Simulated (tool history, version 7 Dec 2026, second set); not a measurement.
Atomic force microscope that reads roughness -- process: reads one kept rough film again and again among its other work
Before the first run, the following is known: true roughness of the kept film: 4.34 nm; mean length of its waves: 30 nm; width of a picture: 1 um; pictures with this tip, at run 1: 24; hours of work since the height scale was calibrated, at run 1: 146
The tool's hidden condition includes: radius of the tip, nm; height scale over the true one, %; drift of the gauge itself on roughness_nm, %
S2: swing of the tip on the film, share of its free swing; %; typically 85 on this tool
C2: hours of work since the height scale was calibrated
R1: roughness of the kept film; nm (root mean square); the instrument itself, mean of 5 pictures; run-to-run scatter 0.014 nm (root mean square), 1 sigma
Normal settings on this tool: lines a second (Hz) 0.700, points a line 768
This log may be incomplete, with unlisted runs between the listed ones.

run 1 hour=0.0 | lines_a_second_(Hz)=0.700 S2=85 points_a_line=768 | pictures_with_this_tip=24 C2=146 | R1=3.463
run 2 hour=4.2 | lines_a_second_(Hz)=0.700 S2=85 points_a_line=768 | pictures_with_this_tip=30 C2=149 | R1=3.476
run 3 hour=9.1 | lines_a_second_(Hz)=0.700 S2=85 points_a_line=768 | pictures_with_this_tip=37 C2=153 | R1=3.493
run 4 hour=13.4 | lines_a_second_(Hz)=0.700 S2=85 points_a_line=488 | pictures_with_this_tip=43 C2=155 | R1=3.472
run 5 hour=21.8 | lines_a_second_(Hz)=0.700 S2=85 points_a_line=488 | pictures_with_this_tip=55 C2=161 | R1=3.447
run 6 hour=31.2 | lines_a_second_(Hz)=0.700 S2=87 points_a_line=768 | pictures_with_this_tip=68 C2=168 | R1=3.428
run 7 hour=39.3 | lines_a_second_(Hz)=0.700 S2=80 points_a_line=387 | pictures_with_this_tip=80 C2=173 | R1=3.509
run 8 hour=45.4 | lines_a_second_(Hz)=2.909 S2=85 points_a_line=768 | pictures_with_this_tip=89 C2=177 | R1=2.681
run 9 hour=49.4 | lines_a_second_(Hz)=0.700 S2=89 points_a_line=542 | pictures_with_this_tip=94 C2=180 | R1=3.382
run 10 hour=54.3 | lines_a_second_(Hz)=0.700 S2=89 points_a_line=542 | pictures_with_this_tip=101 C2=183 | R1=3.363
run 11 hour=60.9 | lines_a_second_(Hz)=1.093 S2=58 points_a_line=809 | pictures_with_this_tip=111 C2=188 | R1=3.675

Below are 5 alternative next runs, each starting from the tool's condition after run 11. Predict each:
run A hour=70.0 | lines_a_second_(Hz)=1.605 S2=64 points_a_line=576 | pictures_with_this_tip=124 C2=194 | R1=?
run B hour=70.0 | lines_a_second_(Hz)=3.180 S2=86 points_a_line=809 | pictures_with_this_tip=124 C2=194 | R1=?
run C hour=70.0 | lines_a_second_(Hz)=1.093 S2=55 points_a_line=809 | pictures_with_this_tip=124 C2=194 | R1=?
run D hour=70.0 | lines_a_second_(Hz)=2.258 S2=66 points_a_line=768 | pictures_with_this_tip=124 C2=194 | R1=?
run E hour=70.0 | lines_a_second_(Hz)=1.716 S2=83 points_a_line=872 | pictures_with_this_tip=124 C2=194 | R1=?

run=A R1=3.540
run=B R1=2.553
run=C R1=3.690
run=D R1=3.388
run=E R1=3.097
Without the tool's unlogged condition, the same runs would have read:
run=A R1=3.550
run=B R1=2.560
run=C R1=3.701
run=D R1=3.398
run=E R1=3.106

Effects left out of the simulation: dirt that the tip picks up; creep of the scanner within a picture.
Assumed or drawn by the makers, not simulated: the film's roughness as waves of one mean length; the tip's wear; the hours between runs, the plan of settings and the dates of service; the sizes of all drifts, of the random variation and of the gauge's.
